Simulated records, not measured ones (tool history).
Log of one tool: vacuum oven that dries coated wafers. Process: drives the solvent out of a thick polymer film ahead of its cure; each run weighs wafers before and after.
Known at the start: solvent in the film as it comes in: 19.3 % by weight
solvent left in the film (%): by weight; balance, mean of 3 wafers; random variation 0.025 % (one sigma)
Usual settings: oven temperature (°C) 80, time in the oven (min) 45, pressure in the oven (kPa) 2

run 1 hour=0 | oven_temperature_(°C)=80 time_in_the_oven_(min)=45 pressure_in_the_oven_(kPa)=2 | solvent_left_in_the_film_(%)=2.99
run 2 hour=8.1 | oven_temperature_(°C)=80 time_in_the_oven_(min)=45 pressure_in_the_oven_(kPa)=2 | solvent_left_in_the_film_(%)=3.02
run 3 hour=15.6 | oven_temperature_(°C)=71 time_in_the_oven_(min)=45 pressure_in_the_oven_(kPa)=2 | solvent_left_in_the_film_(%)=5.45
run 4 hour=22.3 | oven_temperature_(°C)=71 time_in_the_oven_(min)=45 pressure_in_the_oven_(kPa)=2 | solvent_left_in_the_film_(%)=5.41
run 5 hour=30.2 | oven_temperature_(°C)=71 time_in_the_oven_(min)=45 pressure_in_the_oven_(kPa)=2 | solvent_left_in_the_film_(%)=5.4
run 6 hour=40.1 | oven_temperature_(°C)=71 time_in_the_oven_(min)=66 pressure_in_the_oven_(kPa)=2 | solvent_left_in_the_film_(%)=3.62
run 7 hour=46.5 | oven_temperature_(°C)=81 time_in_the_oven_(min)=48 pressure_in_the_oven_(kPa)=5.26 | solvent_left_in_the_film_(%)=3.98
run 8 hour=58.2 | oven_temperature_(°C)=77 time_in_the_oven_(min)=30 pressure_in_the_oven_(kPa)=2 | solvent_left_in_the_film_(%)=5.54
run 9 hour=69.5 | oven_temperature_(°C)=91 time_in_the_oven_(min)=51 pressure_in_the_oven_(kPa)=1.7 | solvent_left_in_the_film_(%)=0.87
run 10 hour=78.1 | oven_temperature_(°C)=88 time_in_the_oven_(min)=45 pressure_in_the_oven_(kPa)=2 | solvent_left_in_the_film_(%)=1.62
run 11 hour=88.6 | oven_temperature_(°C)=89 time_in_the_oven_(min)=66 pressure_in_the_oven_(kPa)=1.07 | solvent_left_in_the_film_(%)=0.61
run 12 hour=99.1 | oven_temperature_(°C)=91 time_in_the_oven_(min)=66 pressure_in_the_oven_(kPa)=1.09 | solvent_left_in_the_film_(%)=0.52

Taken out of this log: 2 entries between the listed runs. Where each belongs, and how the hidden state differs across it:
Between runs 7 and 8: oven's thermocouples calibrated (hour 49.5)
  true wafer temperature over the reading, C: 1.07 -> 1.77; true pressure over the reading, kPa: 0.062 -> 0.064
  measured less the result without the state, solvent left in the film (%): -0.24 -> -0.49
Between runs 9 and 10: oven's thermocouples calibrated, once more (hour 75.9)
  true wafer temperature over the reading, C: 1.78 -> 0.66; true pressure over the reading, kPa: 0.065 -> 0.067
  measured less the result without the state, solvent left in the film (%): -0.13 -> -0.07

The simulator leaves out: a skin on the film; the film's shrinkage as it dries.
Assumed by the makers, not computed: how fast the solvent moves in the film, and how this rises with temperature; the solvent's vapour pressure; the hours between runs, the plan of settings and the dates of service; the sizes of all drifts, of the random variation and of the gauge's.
